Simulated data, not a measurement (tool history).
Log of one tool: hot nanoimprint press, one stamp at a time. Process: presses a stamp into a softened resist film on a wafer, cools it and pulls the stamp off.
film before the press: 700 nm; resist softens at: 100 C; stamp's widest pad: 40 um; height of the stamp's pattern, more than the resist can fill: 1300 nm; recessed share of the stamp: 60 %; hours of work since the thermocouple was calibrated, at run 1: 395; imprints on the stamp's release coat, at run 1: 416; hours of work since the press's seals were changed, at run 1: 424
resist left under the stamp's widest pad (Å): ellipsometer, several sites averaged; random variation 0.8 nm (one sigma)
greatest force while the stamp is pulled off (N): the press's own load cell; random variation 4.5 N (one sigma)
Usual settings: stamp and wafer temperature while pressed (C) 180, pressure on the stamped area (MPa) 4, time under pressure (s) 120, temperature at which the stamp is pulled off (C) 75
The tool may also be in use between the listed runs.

run   hour  stamp and wafer temperature while pressed (C)  pressure on the stamped area (MPa)  time under pressure (s)  temperature at which the stamp is pulled off (C)  hours of work since the thermocouple was calibrated  imprints on the stamp's release coat  hours of work since the press's seals were changed  resist left under the stamp's widest pad (Å)  greatest force while the stamp is pulled off (N)
  1      0                                            180                                   4                      120                                                75                                                  395                                   416                                                 424                                          2465                                               215
  2   20.1                                            180                                   4                      120                                                75                                                  411                                   485                                                 440                                          2480                                               226
      33.3  -- plate thermocouple calibrated
  3   42.6                                            180                                   4                      120                                                75                                                    7                                   552                                                 455                                          2485                                               223
  4     55                                            168                                   4                      120                                                75                                                   17                                   594                                                 465                                          3549                                               230
  5   66.8                                            168                                   4                      120                                                75                                                   26                                   635                                                 474                                          3562                                               222
  6   77.5                                            180                                   4                      165                                                75                                                   35                                   672                                                 483                                          2164                                               221
  7   88.8                                            180                                   4                      165                                                75                                                   44                                   710                                                 492                                          2143                                               226
  8  100.6                                            180                                   4                      120                                                75                                                   53                                   751                                                 501                                          2454                                               225
  9  113.1                                            180                                   4                      120                                                67                                                   63                                   793                                                 511                                          2450                                               254
 10  123.1                                            180                                   4                      120                                                67                                                   71                                   828                                                 519                                          2453                                               258
 11  136.6                                            180                                   4                      120                                                67                                                   81                                   874                                                 529                                          2463                                               251
 12  145.8                                            180                                   4                      120                                                67                                                   88                                   905                                                 536                                          2453                                               245
 13  164.5                                            180                                   4                      120                                                67                                                  103                                   969                                                 551                                          2450                                               249
 14    180                                            180                                 3.3                      149                                                75                                                  115                                  1023                                                 563                                          2444                                               222
 15  200.6                                            180                                 3.3                      149                                                75                                                  131                                  1093                                                 579                                          2450                                               217
 16  218.4                                            180                                3.43                      120                                                75                                                  145                                  1154                                                 593                                          2625                                               215
 17  233.7                                            171                                3.43                      120                                                81                                                  158                                  1206                                                 606                                          3420                                               201
 18  249.1                                            172                                   4                       77                                                64                                                  170                                  1259                                                 618                                          3669                                               267
 19  263.7                                            172                                   4                       77                                                64                                                  181                                  1309                                                 629                                          3654                                               268
 20  273.5                                            179                                   4                      150                                                64                                                  189                                  1343                                                 637                                          2276                                               268
 21  292.8                                            176                                6.24                      218                                                76                                                  204                                  1409                                                 652                                          1722                                               219
 22  308.2                                            176                                2.64                      218                                                75                                                  216                                  1461                                                 664                                          2584                                               221
 23  321.4                                            176                                2.64                      218                                                75                                                  226                                  1507                                                 674                                          2571                                               217

3 ways to go on from here, each from the tool as it stands after run 23. What would each give?
  A  336.6                                            175                                2.64                      218                                                75                                                  238                                  1559                                                 686                                             ?                                                 ?
  B  336.6                                            180                                   4                       94                                                67                                                  238                                  1559                                                 686                                             ?                                                 ?
  C  336.6                                            180                                   4                      120                                                71                                                  238                                  1559                                                 686                                             ?                                                 ?

run  resist left under the stamp's widest pad (Å)  greatest force while the stamp is pulled off (N)
  A                                          2672                                               226
  B                                          2696                                               262
  C                                          2439                                               243
Without the tool's hidden state the same runs would have given:
run  resist left under the stamp's widest pad (Å)  greatest force while the stamp is pulled off (N)
  A                                          2727                                               224
  B                                          2751                                               260
  C                                          2489                                               242
